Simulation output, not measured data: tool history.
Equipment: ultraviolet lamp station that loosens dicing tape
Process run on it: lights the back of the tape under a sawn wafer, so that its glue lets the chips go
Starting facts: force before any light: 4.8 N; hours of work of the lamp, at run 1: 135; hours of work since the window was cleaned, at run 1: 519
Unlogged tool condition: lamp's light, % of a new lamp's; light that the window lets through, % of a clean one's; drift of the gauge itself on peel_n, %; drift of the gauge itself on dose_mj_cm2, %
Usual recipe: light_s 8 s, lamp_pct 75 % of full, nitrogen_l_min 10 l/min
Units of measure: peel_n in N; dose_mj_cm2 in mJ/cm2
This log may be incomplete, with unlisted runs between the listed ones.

| run | hour | light_s | lamp_pct | nitrogen_l_min | hours of work of the lamp | hours of work since the window was cleaned | peel_n | dose_mj_cm2 |
|---|---|---|---|---|---|---|---|---|
| 1 | 0 | 8 | 75 | 10 | 135 | 519 | 0.596 | 366 |
| 2 | 19 | 8 | 75 | 10 | 146 | 530 | 0.584 | 359 |
| 3 | 28.7 | 8 | 75 | 10 | 151 | 536 | 0.629 | 361 |
| 4 | 42.3 | 8 | 75 | 10 | 159 | 544 | 0.603 | 358 |
| 5 | 61.6 | 8 | 75 | 10 | 170 | 555 | 0.594 | 358 |
| 6 | 84.7 | 8 | 75 | 10 | 183 | 568 | 0.592 | 358 |
| 7 | 101.3 | 8 | 75 | 10 | 193 | 577 | 0.612 | 361 |
| 8 | 114.2 | 8 | 75 | 10 | 200 | 585 | 0.625 | 358 |
| 9 | 129.1 | 8 | 75 | 10 | 209 | 593 | 0.628 | 351 |
| 10 | 147.2 | 8 | 75 | 10 | 219 | 604 | 0.605 | 347 |
| 11 | 160.8 | 8 | 75 | 10 | 227 | 611 | 0.623 | 349 |
| 12 | 170.5 | 4 | 75 | 10 | 232 | 617 | 1.61 | 173 |
|  | 172.2 | window cleaned of glue's vapour |
| 13 | 188.4 | 4 | 75 | 10 | 242 | 9 | 1.708 | 171 |
| 14 | 197.9 | 9 | 92 | 4 | 248 | 15 | 0.766 | 453 |
| 15 | 213.6 | 7 | 62 | 3 | 257 | 24 | 1.966 | 244 |
| 16 | 236.4 | 7 | 62 | 3 | 270 | 37 | 1.928 | 239 |
| 17 | 249.1 | 8 | 65 | 5 | 277 | 44 | 1.292 | 285 |
| 18 | 268.3 | 4 | 78 | 5 | 288 | 55 | 2.152 | 169 |
| 19 | 282.7 | 4 | 78 | 5 | 296 | 63 | 2.165 | 169 |
|  | 284.7 | window cleaned of glue's vapour, once more |
| 20 | 298.6 | 4 | 78 | 5 | 305 | 8 | 2.046 | 186 |
| 21 | 320.3 | 5 | 81 | 14 | 317 | 20 | 0.961 | 242 |
| 22 | 339.2 | 5 | 66 | 10 | 328 | 31 | 1.437 | 195 |
| 23 | 354 | 7 | 66 | 10 | 337 | 40 | 0.954 | 270 |
| 24 | 370.4 | 7 | 66 | 10 | 346 | 49 | 0.952 | 272 |
| 25 | 393.5 | 5 | 70 | 18 | 359 | 62 | 1.056 | 205 |

How would selected steps in peel_n from run to run divide? Give the signed amount a tool lacking its hidden state would still show from settings, what came in and random variation, and the signed amount left for the hidden state, including any gauge scatter that is not in both of the compared results.
Run 14 -> 15: light_s 9 -> 7, lamp_pct 92 -> 62, nitrogen_l_min 4 -> 3. peel_n +1.2 N: hidden state +0.112, all else +1.088.
Run 19 -> 20: window cleaned of glue's vapour, once more. peel_n -0.119 N: hidden state -0.153, all else +0.034.
Run 20 -> 21: light_s 4 -> 5, lamp_pct 78 -> 81, nitrogen_l_min 5 -> 14. peel_n -1.085 N: hidden state -0.032, all else -1.053.
